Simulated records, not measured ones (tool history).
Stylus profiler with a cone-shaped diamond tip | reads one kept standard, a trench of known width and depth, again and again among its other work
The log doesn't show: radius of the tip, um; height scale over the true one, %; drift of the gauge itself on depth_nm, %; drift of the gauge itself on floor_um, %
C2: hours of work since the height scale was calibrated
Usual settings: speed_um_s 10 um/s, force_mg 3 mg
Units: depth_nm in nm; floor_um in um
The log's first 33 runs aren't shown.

{"run": 34, "hour": 367.4, "speed_um_s": 6, "force_mg": 3.16, "scans with this tip": 2383, "C2": 102, "depth_nm": 101.66, "floor_um": 48.27}
{"run": 35, "hour": 378.8, "speed_um_s": 6, "force_mg": 3.16, "scans with this tip": 2459, "C2": 109, "depth_nm": 101.67, "floor_um": 48.28}
{"run": 36, "hour": 387.9, "speed_um_s": 6, "force_mg": 3.16, "scans with this tip": 2520, "C2": 115, "depth_nm": 101.65, "floor_um": 48.31}
{"run": 37, "hour": 403.0, "speed_um_s": 16, "force_mg": 1.56, "scans with this tip": 2621, "C2": 125, "depth_nm": 101.03, "floor_um": 48.24}
{"run": 38, "hour": 412.0, "speed_um_s": 6, "force_mg": 1.18, "scans with this tip": 2681, "C2": 130, "depth_nm": 100.87, "floor_um": 48.34}
{"run": 39, "hour": 424.7, "speed_um_s": 6, "force_mg": 1.21, "scans with this tip": 2766, "C2": 138, "depth_nm": 100.89, "floor_um": 48.26}
{"run": 40, "hour": 432.6, "speed_um_s": 17, "force_mg": 4.51, "scans with this tip": 2819, "C2": 143, "depth_nm": 102.13, "floor_um": 48.28}
{"run": 41, "hour": 442.4, "speed_um_s": 15, "force_mg": 3.94, "scans with this tip": 2885, "C2": 150, "depth_nm": 101.92, "floor_um": 48.25}
{"run": 42, "hour": 451.8, "speed_um_s": 8, "force_mg": 1.86, "scans with this tip": 2947, "C2": 155, "depth_nm": 101.19, "floor_um": 48.21}
{"run": 43, "hour": 463.7, "speed_um_s": 8, "force_mg": 1.86, "scans with this tip": 3027, "C2": 163, "depth_nm": 101.2, "floor_um": 48.26}
{"run": 44, "hour": 478.8, "speed_um_s": 20, "force_mg": 8.96, "scans with this tip": 3128, "C2": 172, "depth_nm": 103.35, "floor_um": 48.23}
{"run": 45, "hour": 487.4, "speed_um_s": 18, "force_mg": 8.96, "scans with this tip": 3186, "C2": 178, "depth_nm": 103.36, "floor_um": 48.22}

3 ways to go on from here, each from the tool as it stands after run 45. What would each give?
{"run": "A", "hour": 497.4, "speed_um_s": 8, "force_mg": 1.8, "scans with this tip": 3252, "C2": 184, "depth_nm": "?", "floor_um": "?"}
{"run": "B", "hour": 497.4, "speed_um_s": 2, "force_mg": 3, "scans with this tip": 3252, "C2": 184, "depth_nm": "?", "floor_um": "?"}
{"run": "C", "hour": 497.4, "speed_um_s": 2, "force_mg": 2.86, "scans with this tip": 3252, "C2": 184, "depth_nm": "?", "floor_um": "?"}

run=A depth_nm=101.14 floor_um=48.2
run=B depth_nm=101.58 floor_um=48.27
run=C depth_nm=101.6 floor_um=48.28
Without the tool's hidden state the same runs would have given:
run=A depth_nm=101.1 floor_um=48.55
run=B depth_nm=101.54 floor_um=48.63
run=C depth_nm=101.55 floor_um=48.64
